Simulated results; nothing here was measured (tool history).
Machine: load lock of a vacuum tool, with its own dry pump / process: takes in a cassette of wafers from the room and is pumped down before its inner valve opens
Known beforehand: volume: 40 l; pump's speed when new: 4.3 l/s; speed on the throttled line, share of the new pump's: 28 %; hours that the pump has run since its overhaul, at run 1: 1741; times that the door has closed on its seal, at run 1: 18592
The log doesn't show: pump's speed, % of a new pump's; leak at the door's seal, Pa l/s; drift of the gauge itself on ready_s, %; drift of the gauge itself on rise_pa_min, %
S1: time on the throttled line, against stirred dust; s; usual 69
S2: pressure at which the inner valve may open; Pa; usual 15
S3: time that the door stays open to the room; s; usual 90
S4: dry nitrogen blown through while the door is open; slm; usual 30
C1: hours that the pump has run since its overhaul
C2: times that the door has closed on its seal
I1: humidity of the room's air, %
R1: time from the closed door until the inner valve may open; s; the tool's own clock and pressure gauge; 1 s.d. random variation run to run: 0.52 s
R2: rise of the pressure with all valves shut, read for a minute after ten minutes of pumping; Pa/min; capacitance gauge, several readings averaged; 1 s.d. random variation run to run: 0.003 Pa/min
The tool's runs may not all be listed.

run 1 hour=0 | S1=69 S2=15 S3=90 S4=30 | C1=1741 C2=18592 | I1=45.8 | R1=134.3 R2=0.101
run 2 hour=388.5 | S1=69 S2=15 S3=90 S4=30 | C1=2130 C2=20415 | I1=44.5 | R1=134 R2=0.118
run 3 hour=777.6 | S1=69 S2=15 S3=90 S4=30 | C1=2519 C2=22241 | I1=47.8 | R1=134.7 R2=0.129
run 4 hour=988.7 | S1=69 S2=15 S3=90 S4=30 | C1=2730 C2=23232 | I1=47.5 | R1=134.7 R2=0.134
run 5 hour=1366.2 | S1=69 S2=15 S3=90 S4=30 | C1=3107 C2=25003 | I1=47.7 | R1=135.4 R2=0.147
run 6 hour=1651.6 | S1=69 S2=15 S3=90 S4=30 | C1=3393 C2=26343 | I1=47.1 | R1=134.8 R2=0.151
run 7 hour=1832.8 | S1=69 S2=15 S3=90 S4=30 | C1=3574 C2=27193 | I1=44.5 | R1=134.2 R2=0.157
run 8 hour=2098.2 | S1=69 S2=15 S3=90 S4=30 | C1=3839 C2=28438 | I1=44.8 | R1=135.3 R2=0.163
run 9 hour=2405.8 | S1=69 S2=15 S3=90 S4=30 | C1=4147 C2=29881 | I1=45.2 | R1=137.3 R2=0.168
run 10 hour=2596.4 | S1=57 S2=15 S3=90 S4=30 | C1=4337 C2=30776 | I1=43.6 | R1=126.7 R2=0.173
run 11 hour=2927.2 | S1=57 S2=15 S3=90 S4=30 | C1=4668 C2=32328 | I1=47.9 | R1=126.9 R2=0.191
run 12 hour=3338.9 | S1=57 S2=15 S3=90 S4=30 | C1=5080 C2=34260 | I1=45.3 | R1=127.1 R2=0.202
run 13 hour=3548.6 | S1=57 S2=15 S3=90 S4=30 | C1=5290 C2=35244 | I1=45.6 | R1=127.3 R2=0.208
run 14 hour=3805.3 | S1=97 S2=15 S3=90 S4=9 | C1=5546 C2=36448 | I1=43.5 | R1=157.7 R2=0.232
run 15 hour=4001.6 | S1=96 S2=25 S3=155 S4=7 | C1=5743 C2=37369 | I1=46.6 | R1=150.5 R2=0.263
run 16 hour=4400.4 | S1=121 S2=25 S3=68 S4=30 | C1=6141 C2=39241 | I1=43.7 | R1=167.8 R2=0.239
run 17 hour=4663.4 | S1=121 S2=25 S3=68 S4=30 | C1=6404 C2=40475 | I1=42.6 | R1=169 R2=0.25
run 18 hour=4961.2 | S1=89 S2=15 S3=37 S4=30 | C1=6702 C2=41872 | I1=45.1 | R1=151.6 R2=0.249
run 19 hour=5203.1 | S1=108 S2=29 S3=48 S4=15 | C1=6944 C2=43008 | I1=42.2 | R1=157.6 R2=0.27
run 20 hour=5515.2 | S1=69 S2=15 S3=90 S4=15 | C1=7256 C2=44472 | I1=47.2 | R1=137.6 R2=0.298
run 21 hour=5869.8 | S1=69 S2=15 S3=90 S4=15 | C1=7611 C2=46136 | I1=43.4 | R1=138.1 R2=0.302
run 22 hour=6063.7 | S1=73 S2=15 S3=68 S4=30 | C1=7805 C2=47045 | I1=44.5 | R1=140.4 R2=0.304
run 23 hour=6452.5 | S1=44 S2=15 S3=68 S4=30 | C1=8194 C2=48870 | I1=43.8 | R1=121 R2=0.322
run 24 hour=6745.5 | S1=69 S2=15 S3=88 S4=30 | C1=8487 C2=50245 | I1=44 | R1=138.7 R2=0.343

5 options for the next run, each taken on its own from the tool as it stands now. Forecast them:
run A hour=7040.2 | S1=51 S2=14 S3=90 S4=9 | C1=8781 C2=51628 | I1=42.7 | R1=? R2=?
run B hour=7040.2 | S1=69 S2=13 S3=88 S4=30 | C1=8781 C2=51628 | I1=46 | R1=? R2=?
run C hour=7040.2 | S1=69 S2=15 S3=99 S4=30 | C1=8781 C2=51628 | I1=42.1 | R1=? R2=?
run D hour=7040.2 | S1=47 S2=13 S3=72 S4=30 | C1=8781 C2=51628 | I1=47.7 | R1=? R2=?
run E hour=7040.2 | S1=69 S2=27 S3=90 S4=30 | C1=8781 C2=51628 | I1=45.7 | R1=? R2=?

run=A R1=127.3 R2=0.365
run=B R1=141.1 R2=0.355
run=C R1=138.1 R2=0.357
run=D R1=125.3 R2=0.356
run=E R1=133.3 R2=0.354
With no hidden state in the tool, these same runs would have given:
run=A R1=120.2 R2=0.042
run=B R1=134.4 R2=0.038
run=C R1=131.8 R2=0.032
run=D R1=118 R2=0.031
run=E R1=127.5 R2=0.034

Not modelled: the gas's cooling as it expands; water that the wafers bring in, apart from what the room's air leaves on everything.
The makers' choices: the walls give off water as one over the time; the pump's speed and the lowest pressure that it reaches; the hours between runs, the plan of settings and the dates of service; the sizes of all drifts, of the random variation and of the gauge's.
